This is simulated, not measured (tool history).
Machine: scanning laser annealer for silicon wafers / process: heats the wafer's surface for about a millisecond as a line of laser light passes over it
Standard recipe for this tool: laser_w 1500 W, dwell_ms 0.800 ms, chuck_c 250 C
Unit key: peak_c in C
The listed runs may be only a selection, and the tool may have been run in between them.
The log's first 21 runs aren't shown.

-- hour=349.2 window over the wafer cleaned
run 22 hour=351.1 | laser_w=1305 dwell_ms=0.802 chuck_c=215 | peak_c=877
run 23 hour=361.5 | laser_w=1500 dwell_ms=0.800 chuck_c=215 | peak_c=1000
run 24 hour=374.1 | laser_w=1367 dwell_ms=0.607 chuck_c=284 | peak_c=879
run 25 hour=395.9 | laser_w=1500 dwell_ms=0.599 chuck_c=248 | peak_c=914
run 26 hour=416.0 | laser_w=1500 dwell_ms=0.599 chuck_c=248 | peak_c=913
run 27 hour=436.3 | laser_w=1500 dwell_ms=0.649 chuck_c=254 | peak_c=946
run 28 hour=457.2 | laser_w=1500 dwell_ms=0.649 chuck_c=254 | peak_c=945
run 29 hour=473.8 | laser_w=1424 dwell_ms=0.825 chuck_c=274 | peak_c=1010
run 30 hour=492.8 | laser_w=1424 dwell_ms=0.825 chuck_c=274 | peak_c=1006
run 31 hour=513.0 | laser_w=1449 dwell_ms=1.000 chuck_c=250 | peak_c=1085
run 32 hour=535.4 | laser_w=1449 dwell_ms=1.000 chuck_c=227 | peak_c=1059
run 33 hour=558.1 | laser_w=1444 dwell_ms=0.673 chuck_c=285 | peak_c=949
run 34 hour=571.6 | laser_w=1444 dwell_ms=0.673 chuck_c=285 | peak_c=945
run 35 hour=595.5 | laser_w=1444 dwell_ms=0.673 chuck_c=285 | peak_c=945
run 36 hour=617.8 | laser_w=1444 dwell_ms=0.724 chuck_c=227 | peak_c=907
run 37 hour=640.7 | laser_w=1291 dwell_ms=0.888 chuck_c=241 | peak_c=904
run 38 hour=660.4 | laser_w=1291 dwell_ms=0.948 chuck_c=285 | peak_c=973
run 39 hour=681.9 | laser_w=1500 dwell_ms=0.609 chuck_c=245 | peak_c=890
run 40 hour=694.2 | laser_w=1417 dwell_ms=0.609 chuck_c=269 | peak_c=868
run 41 hour=704.6 | laser_w=1596 dwell_ms=0.857 chuck_c=226 | peak_c=1067
-- hour=720.8 optics aligned, line set to its width
run 42 hour=724.0 | laser_w=1355 dwell_ms=0.780 chuck_c=225 | peak_c=886

3 ways to go on from here, each from the tool as it stands after run 42. What would each give?
run A hour=737.9 | laser_w=1583 dwell_ms=0.566 chuck_c=261 | peak_c=?
run B hour=737.9 | laser_w=1488 dwell_ms=0.989 chuck_c=222 | peak_c=?
run C hour=737.9 | laser_w=1355 dwell_ms=0.667 chuck_c=272 | peak_c=?

run=A peak_c=928
run=B peak_c=1065
run=C peak_c=874
What these runs would have given with no unlogged condition in the tool:
run=A peak_c=967
run=B peak_c=1114
run=C peak_c=909
